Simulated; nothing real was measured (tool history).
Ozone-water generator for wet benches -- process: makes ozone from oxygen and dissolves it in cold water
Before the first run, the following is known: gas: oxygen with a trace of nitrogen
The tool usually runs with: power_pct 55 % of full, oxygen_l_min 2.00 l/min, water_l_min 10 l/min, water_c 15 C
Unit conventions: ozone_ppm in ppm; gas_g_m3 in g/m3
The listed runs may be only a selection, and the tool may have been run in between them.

run	hour	power_pct	oxygen_l_min	water_l_min	water_c	ozone_ppm	gas_g_m3
1	0.0	55	2.00	10	15	19.3	227.9
2	37.7	55	2.00	10	15	19.2	229.7
3	66.9	55	2.00	10	15	19.3	227.2
4	92.4	55	2.00	10	15	19.3	227.1
5	120.1	55	2.00	10	7	20.9	226.2
6	170.1	55	2.00	10	7	20.8	226.9
7	211.6	55	2.00	10	7	20.9	225.5
8	246.0	55	2.00	10	15	19.0	226.2
9	276.5	55	2.00	8	15	22.4	230.5
10	320.0	55	2.00	8	15	22.8	225.7
11	363.2	55	2.00	8	15	22.7	226.4
# hour 370.9: contactor cleaned
# hour 407.6: water thermometer calibrated
12	415.9	46	2.00	8	15	20.2	204.4
13	440.4	46	2.00	9	12	19.1	201.8
14	469.6	46	2.00	9	12	19.0	202.5
15	502.3	46	2.00	9	12	19.0	203.7
# hour 541.1: contactor cleaned, once more
16	547.8	89	2.00	9	19	26.9	304.4
17	589.4	89	1.38	10	19	24.3	374.3
18	625.1	89	2.09	10	19	24.9	296.1
19	668.7	89	2.09	10	19	24.9	295.9

What would each run have given without the hidden state, its run-to-run variation left as it was?
The hidden state here: yield of the discharge, % of new electrodes'; contactor's efficiency, % of a clean one's; true water temperature over the reading, C; drift of the gauge itself on ozone_ppm, %; drift of the gauge itself on gas_g_m3, %.
run	ozone_ppm	gas_g_m3
1	19.9	231.3
2	19.8	233.2
3	20.0	230.7
4	20.0	230.7
5	21.6	229.8
6	21.5	230.6
7	21.7	229.3
8	19.7	230.1
9	23.2	234.5
10	23.6	229.7
11	23.6	230.4
12	21.0	207.6
13	19.9	205.0
14	19.8	205.8
15	19.8	207.0
16	27.7	312.3
17	25.0	384.2
18	25.6	304.0
19	25.6	303.9

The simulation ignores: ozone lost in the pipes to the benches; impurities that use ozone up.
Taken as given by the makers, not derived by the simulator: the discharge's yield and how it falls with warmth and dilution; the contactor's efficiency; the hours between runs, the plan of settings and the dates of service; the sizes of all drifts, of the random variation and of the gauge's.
